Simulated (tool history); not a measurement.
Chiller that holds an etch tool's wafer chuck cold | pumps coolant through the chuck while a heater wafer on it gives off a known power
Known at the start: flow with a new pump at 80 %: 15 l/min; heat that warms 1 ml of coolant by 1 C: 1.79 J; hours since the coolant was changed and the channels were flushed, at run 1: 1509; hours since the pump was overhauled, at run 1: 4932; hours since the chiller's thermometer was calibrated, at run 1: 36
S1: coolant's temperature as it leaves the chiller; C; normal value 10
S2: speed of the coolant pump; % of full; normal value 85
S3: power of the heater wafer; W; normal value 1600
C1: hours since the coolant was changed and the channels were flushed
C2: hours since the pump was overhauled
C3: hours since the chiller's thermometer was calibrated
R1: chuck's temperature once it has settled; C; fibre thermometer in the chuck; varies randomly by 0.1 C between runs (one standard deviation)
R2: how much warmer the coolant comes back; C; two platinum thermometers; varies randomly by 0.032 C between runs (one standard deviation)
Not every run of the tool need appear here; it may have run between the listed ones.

Run 1, hour 0.0: usual settings; C1 1509; C2 4932; C3 36. Result: R1 20.2 C, R2 3.29 C.
Run 2, hour 104.9: usual settings; C1 1614; C2 5037; C3 141. Result: R1 20.3 C, R2 3.30 C.
Run 3, hour 172.2: usual settings but S3 1370 W; C1 1681; C2 5104; C3 209. Result: R1 18.7 C, R2 2.89 C.
Run 4, hour 316.7: usual settings but S3 1998 W; C1 1825; C2 5249; C3 353. Result: R1 22.5 C, R2 4.15 C.
Run 5, hour 387.4: usual settings but S3 1998 W; C1 1896; C2 5320; C3 424. Result: R1 22.8 C, R2 4.18 C.
Run 6, hour 482.6: usual settings; C1 1991; C2 5415; C3 519. Result: R1 20.0 C, R2 3.34 C.
Run 7, hour 558.3: usual settings; C1 2067; C2 5491; C3 595. Result: R1 20.3 C, R2 3.31 C.
Run 8, hour 700.0: usual settings; C1 2209; C2 5632; C3 736. Result: R1 20.1 C, R2 3.25 C.
Run 9, hour 850.9: usual settings; C1 2360; C2 5783; C3 887. Result: R1 20.1 C, R2 3.32 C.
Run 10, hour 976.8: usual settings; C1 2486; C2 5909; C3 1013. Result: R1 20.4 C, R2 3.30 C.
Run 11, hour 1116.3: usual settings; C1 2625; C2 6049; C3 1153. Result: R1 20.3 C, R2 3.24 C.
Run 12, hour 1252.8: usual settings but S3 840 W; C1 2762; C2 6185; C3 1289. Result: R1 15.3 C, R2 1.63 C.
Run 13, hour 1318.7: usual settings but S1 19 C; C1 2827; C2 6251; C3 1355. Result: R1 29.2 C, R2 3.22 C.
Run 14, hour 1398.8: usual settings but S2 93 % of full; C1 2908; C2 6331; C3 1435. Result: R1 19.4 C, R2 2.90 C.
Run 15, hour 1488.1: usual settings but S3 826 W; C1 2997; C2 6420; C3 1524. Result: R1 15.3 C, R2 1.59 C.
Run 16, hour 1643.2: usual settings but S2 66 % of full, S3 826 W; C1 3152; C2 6575; C3 1680. Result: R1 16.6 C, R2 2.17 C.
Run 17, hour 1757.1: usual settings but S1 17 C, S2 66 % of full, S3 826 W; C1 3266; C2 6689; C3 1794. Result: R1 23.8 C, R2 2.16 C.
Run 18, hour 1833.1: usual settings but S3 1404 W; C1 3342; C2 6765; C3 1870. Result: R1 18.9 C, R2 2.82 C.
Run 19, hour 1933.0: usual settings but S1 17 C, S2 75 % of full, S3 1011 W; C1 3442; C2 6865; C3 1969. Result: R1 24.2 C, R2 2.29 C.
Run 20, hour 2076.7: usual settings but S1 17 C, S2 75 % of full, S3 1011 W; C1 3585; C2 7009; C3 2113. Result: R1 24.3 C, R2 2.24 C.
Run 21, hour 2199.5: usual settings but S1 14 C, S3 829 W; C1 3708; C2 7132; C3 2236. Result: R1 19.1 C, R2 1.64 C.
Run 22, hour 2270.2: usual settings but S1 14 C, S3 829 W; C1 3779; C2 7202; C3 2307. Result: R1 19.2 C, R2 1.62 C.
Run 23, hour 2409.8: usual settings but S1 12 C, S3 1582 W; C1 3919; C2 7342; C3 2446. Result: R1 22.0 C, R2 3.11 C.
Run 24, hour 2561.6: usual settings but S1 19 C, S2 78 % of full, S3 1598 W; C1 4070; C2 7494; C3 2598. Result: R1 30.1 C, R2 3.45 C.
Run 25, hour 2637.6: usual settings but S1 19 C, S2 72 % of full, S3 1598 W; C1 4146; C2 7570; C3 2674. Result: R1 30.9 C, R2 3.83 C.
Run 26, hour 2726.6: usual settings but S1 18 C, S2 75 % of full, S3 2141 W; C1 4235; C2 7659; C3 2763. Result: R1 33.4 C, R2 4.97 C.
Run 27, hour 2860.2: usual settings but S1 4 C, S2 62 % of full, S3 2141 W; C1 4369; C2 7792; C3 2897. Result: R1 22.6 C, R2 6.19 C.
Run 28, hour 2956.2: usual settings but S1 13 C, S2 72 % of full, S3 1018 W; C1 4465; C2 7888; C3 2993. Result: R1 20.6 C, R2 2.33 C.
Run 29, hour 3061.2: usual settings but S1 19 C, S2 77 % of full, S3 2385 W; C1 4570; C2 7993; C3 3098. Result: R1 35.7 C, R2 5.34 C.
Run 30, hour 3146.4: usual settings but S1 19 C, S2 77 % of full, S3 2385 W; C1 4655; C2 8079; C3 3183. Result: R1 35.9 C, R2 5.37 C.
Run 31, hour 3213.2: usual settings but S1 3 C, S3 1365 W; C1 4722; C2 8145; C3 3250. Result: R1 11.6 C, R2 2.67 C.
Run 32, hour 3358.5: usual settings but S1 18 C, S2 65 % of full, S3 2021 W; C1 4867; C2 8291; C3 3395. Result: R1 34.8 C, R2 5.49 C.
At hour 3408.7: gauge calibrated.
Run 33, hour 3465.5: usual settings but S1 18 C, S2 65 % of full, S3 2021 W; C1 4974; C2 8398; C3 3502. Result: R1 34.8 C, R2 5.66 C.

Some steps in R2 between neighbouring runs. How much of each would the tool show without its hidden state too (settings, what came in, random variation), and how much is left for the hidden state, with any gauge scatter that isn't in both results?
Hidden conditions of the tool in this case: heat passed by the chuck's channels, % of clean ones'; flow at a given pump speed, % of a new pump's; coolant's true temperature over the reading, C; drift of the gauge itself on chuck_c, C; drift of the gauge itself on warmer_back_c, C.
Run 2 -> 3: S3 1600 -> 1370. R2 -0.41 C: hidden state -0.01, all else -0.40.
Run 19 -> 20: nothing adjusted, nothing logged. R2 -0.05 C: hidden state -0.02, all else -0.03.
Run 27 -> 28: S1 4 -> 13, S2 62 -> 72, S3 2141 -> 1018. R2 -3.86 C: hidden state -0.01, all else -3.85.
Run 28 -> 29: S1 13 -> 19, S2 72 -> 77, S3 1018 -> 2385. R2 +3.01 C: hidden state -0.01, all else +3.02.
Run 31 -> 32: S1 3 -> 18, S2 85 -> 65, S3 1365 -> 2021. R2 +2.82 C: hidden state -0.01, all else +2.83.
Run 32 -> 33: gauge calibrated. R2 +0.17 C: hidden state +0.24, all else -0.07.

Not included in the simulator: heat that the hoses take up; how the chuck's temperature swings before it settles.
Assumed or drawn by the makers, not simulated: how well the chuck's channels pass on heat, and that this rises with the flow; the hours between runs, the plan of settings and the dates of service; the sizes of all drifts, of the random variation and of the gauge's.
